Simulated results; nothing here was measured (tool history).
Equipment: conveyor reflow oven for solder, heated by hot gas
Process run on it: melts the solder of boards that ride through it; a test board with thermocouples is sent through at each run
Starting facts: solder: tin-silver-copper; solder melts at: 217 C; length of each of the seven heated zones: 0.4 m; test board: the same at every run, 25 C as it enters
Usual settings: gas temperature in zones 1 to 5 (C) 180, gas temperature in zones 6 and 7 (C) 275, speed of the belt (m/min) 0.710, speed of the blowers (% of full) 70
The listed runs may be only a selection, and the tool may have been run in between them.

run   hour  gas temperature in zones 1 to 5 (C)  gas temperature in zones 6 and 7 (C)  speed of the belt (m/min)  speed of the blowers (% of full)  highest temperature of the board (C)  time above the solder's melting point (s)
  1    0.0                                  180                                   275                      0.710                                70                                 263.5                                       59.0
  2   20.0                                  180                                   275                      0.710                                54                                 258.9                                       56.8
  3   40.4                                  180                                   275                      0.710                                54                                 259.6                                       57.4
  4   52.7                                  180                                   275                      0.710                                54                                 259.1                                       56.5
  5   66.2                                  180                                   275                      0.710                                54                                 258.9                                       56.5
  6   91.7                                  180                                   275                      0.710                                54                                 259.7                                       56.9
  7  110.5                                  180                                   275                      0.710                                54                                 260.0                                       56.3
  8  128.5                                  180                                   275                      0.710                                57                                 260.2                                       57.3
  9  143.4                                  180                                   275                      0.710                                70                                 263.3                                       59.4
 10  165.8                                  192                                   275                      0.710                                70                                 264.7                                       63.9
 11  185.9                                  192                                   275                      0.710                                70                                 264.6                                       63.1
 12  201.5                                  192                                   275                      0.710                                70                                 264.9                                       64.5
 13  224.0                                  192                                   275                      0.710                                70                                 264.7                                       63.3
 14  242.7                                  180                                   275                      0.710                                70                                 262.9                                       59.0
 15  255.5                                  180                                   264                      0.710                                70                                 253.5                                       54.0
 16  282.5                                  180                                   264                      0.710                                70                                 252.4                                       54.2
 17  295.3                                  180                                   275                      0.629                                70                                 266.3                                       67.7
 18  308.4                                  180                                   275                      0.629                                70                                 265.9                                       69.1
 19  334.2                                  185                                   275                      0.629                                71                                 267.0                                       70.7
 20  354.3                                  168                                   280                      0.688                                54                                 262.6                                       56.8
 21  375.8                                  193                                   275                      0.844                                70                                 260.6                                       52.0
 22  402.7                                  185                                   283                      0.797                                82                                 270.1                                       57.0
     431.7  -- flux residue cleaned out of gas plates and filters
 23  435.2                                  180                                   265                      0.710                                85                                 256.6                                       57.9
 24  451.7                                  180                                   265                      0.710                                85                                 257.9                                       57.1
 25  475.8                                  180                                   265                      0.710                                85                                 257.1                                       57.2
 26  491.9                                  192                                   275                      0.656                                90                                 270.0                                       71.5
 27  516.8                                  192                                   279                      0.745                                67                                 267.5                                       62.2
 28  545.2                                  192                                   279                      0.745                                67                                 267.8                                       62.2
 29  558.1                                  185                                   275                      0.710                                65                                 263.6                                       61.1
 30  586.9                                  180                                   277                      0.703                                70                                 265.8                                       61.1
 31  608.0                                  180                                   277                      0.703                                70                                 266.0                                       61.6

Forecast each of these 3 alternatives for the next run:
  A  625.8                                  180                                   277                      0.754                                70                                     ?                                          ?
  B  625.8                                  180                                   277                      0.794                                70                                     ?                                          ?
  C  625.8                                  170                                   286                      0.740                                70                                     ?                                          ?

run  highest temperature of the board (C)  time above the solder's melting point (s)
  A                                 263.7                                       56.3
  B                                 262.3                                       52.3
  C                                 271.0                                       57.7
Stripped of hidden state, with their random variation kept, the same runs would have yielded:
run  highest temperature of the board (C)  time above the solder's melting point (s)
  A                                 262.6                                       55.3
  B                                 261.2                                       51.3
  C                                 269.9                                       56.7

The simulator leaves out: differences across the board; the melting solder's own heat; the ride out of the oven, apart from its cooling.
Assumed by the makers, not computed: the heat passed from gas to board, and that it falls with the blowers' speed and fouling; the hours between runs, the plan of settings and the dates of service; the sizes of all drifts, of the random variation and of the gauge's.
